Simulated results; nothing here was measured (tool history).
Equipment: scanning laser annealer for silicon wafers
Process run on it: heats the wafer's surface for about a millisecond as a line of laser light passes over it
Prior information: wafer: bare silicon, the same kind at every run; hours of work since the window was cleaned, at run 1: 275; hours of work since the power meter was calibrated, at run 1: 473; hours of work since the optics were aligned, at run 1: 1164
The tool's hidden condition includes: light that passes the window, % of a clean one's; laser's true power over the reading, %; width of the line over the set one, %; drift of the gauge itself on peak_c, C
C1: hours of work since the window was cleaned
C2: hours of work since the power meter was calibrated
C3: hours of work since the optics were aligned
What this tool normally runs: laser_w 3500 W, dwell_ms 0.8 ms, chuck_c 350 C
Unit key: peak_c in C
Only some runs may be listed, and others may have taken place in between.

run 1 hour=0 | laser_w=3500 dwell_ms=0.8 chuck_c=350 | C1=275 C2=473 C3=1164 | peak_c=1037
run 2 hour=24.4 | laser_w=3500 dwell_ms=0.8 chuck_c=350 | C1=291 C2=489 C3=1180 | peak_c=1037
run 3 hour=45.8 | laser_w=3500 dwell_ms=0.8 chuck_c=350 | C1=304 C2=502 C3=1193 | peak_c=1039
-- hour=52.8 optics aligned, line set to its width
run 4 hour=77.7 | laser_w=3500 dwell_ms=0.8 chuck_c=350 | C1=321 C2=520 C3=16 | peak_c=1052
run 5 hour=93.4 | laser_w=3500 dwell_ms=0.8 chuck_c=350 | C1=331 C2=530 C3=26 | peak_c=1053
run 6 hour=108.7 | laser_w=3500 dwell_ms=0.8 chuck_c=350 | C1=341 C2=539 C3=36 | peak_c=1047
run 7 hour=131.6 | laser_w=3360 dwell_ms=0.941 chuck_c=385 | C1=356 C2=554 C3=50 | peak_c=1094
run 8 hour=144.9 | laser_w=3437 dwell_ms=0.772 chuck_c=382 | C1=364 C2=562 C3=59 | peak_c=1054
run 9 hour=157.4 | laser_w=3037 dwell_ms=0.662 chuck_c=350 | C1=372 C2=570 C3=67 | peak_c=884
run 10 hour=176.1 | laser_w=3548 dwell_ms=0.718 chuck_c=364 | C1=384 C2=582 C3=79 | peak_c=1041
run 11 hour=189.8 | laser_w=3500 dwell_ms=0.645 chuck_c=352 | C1=393 C2=591 C3=87 | peak_c=988
run 12 hour=209.5 | laser_w=3164 dwell_ms=0.725 chuck_c=325 | C1=405 C2=604 C3=100 | peak_c=912

Each row is a separate what-if for the run after 12, all from the same tool condition, not one after another. Results?
run A hour=229.3 | laser_w=3784 dwell_ms=0.583 chuck_c=375 | C1=418 C2=616 C3=112 | peak_c=?
run B hour=229.3 | laser_w=3461 dwell_ms=0.81 chuck_c=334 | C1=418 C2=616 C3=112 | peak_c=?
run C hour=229.3 | laser_w=3500 dwell_ms=0.84 chuck_c=350 | C1=418 C2=616 C3=112 | peak_c=?
run D hour=229.3 | laser_w=3066 dwell_ms=0.644 chuck_c=350 | C1=418 C2=616 C3=112 | peak_c=?
run E hour=229.3 | laser_w=3424 dwell_ms=0.823 chuck_c=373 | C1=418 C2=616 C3=112 | peak_c=?

run=A peak_c=1050
run=B peak_c=1023
run=C peak_c=1055
run=D peak_c=884
run=E peak_c=1056
With no hidden state in the tool, these same runs would have given:
run=A peak_c=1077
run=B peak_c=1051
run=C peak_c=1084
run=D peak_c=906
run=E peak_c=1084
